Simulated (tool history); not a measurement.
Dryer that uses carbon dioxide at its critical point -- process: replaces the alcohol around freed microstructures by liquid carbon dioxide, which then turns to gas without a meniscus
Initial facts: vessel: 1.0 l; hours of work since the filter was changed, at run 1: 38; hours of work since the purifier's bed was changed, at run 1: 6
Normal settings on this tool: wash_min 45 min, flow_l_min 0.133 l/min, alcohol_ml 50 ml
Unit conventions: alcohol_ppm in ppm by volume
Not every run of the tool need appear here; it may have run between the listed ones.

run   hour  wash_min  flow_l_min  alcohol_ml  hours of work since the filter was changed  hours of work since the purifier's bed was changed  alcohol_ppm
  1    0.0        45       0.133          50                                          38                                                   6          550
  2   10.7        45       0.139          50                                          45                                                  13          445
  3   28.3        45       0.139          50                                          57                                                  25          462
  4   45.0        45       0.139          50                                          69                                                  37          481
  5   53.8        45       0.139          50                                          75                                                  43          487
  6   67.3        45       0.139          50                                          84                                                  52          480
  7   82.5        45       0.139          50                                          94                                                  62          520
  8   93.8        34       0.113          22                                         102                                                  70         1369
  9  106.6        47       0.133          50                                         110                                                  78          537
 10  118.1        47       0.133          50                                         118                                                  86          552
 11  133.7        45       0.220          49                                         129                                                  97           62
 12  144.4        33       0.201          50                                         136                                                 104          393
 13  155.0        45       0.133          83                                         143                                                 111         1102
 14  167.0        45       0.133          83                                         151                                                 119         1107

Results per run with the tool's hidden condition removed, run-to-run variation unchanged:
Hidden state at play: flow that reaches the vessel past the clogged filter, %; alcohol in the recycled carbon dioxide, ppm; drift of the gauge itself on alcohol_ppm, %.
run  alcohol_ppm
  1          503
  2          398
  3          403
  4          407
  5          405
  6          392
  7          417
  8         1192
  9          414
 10          419
 11           24
 12          275
 13          821
 14          811
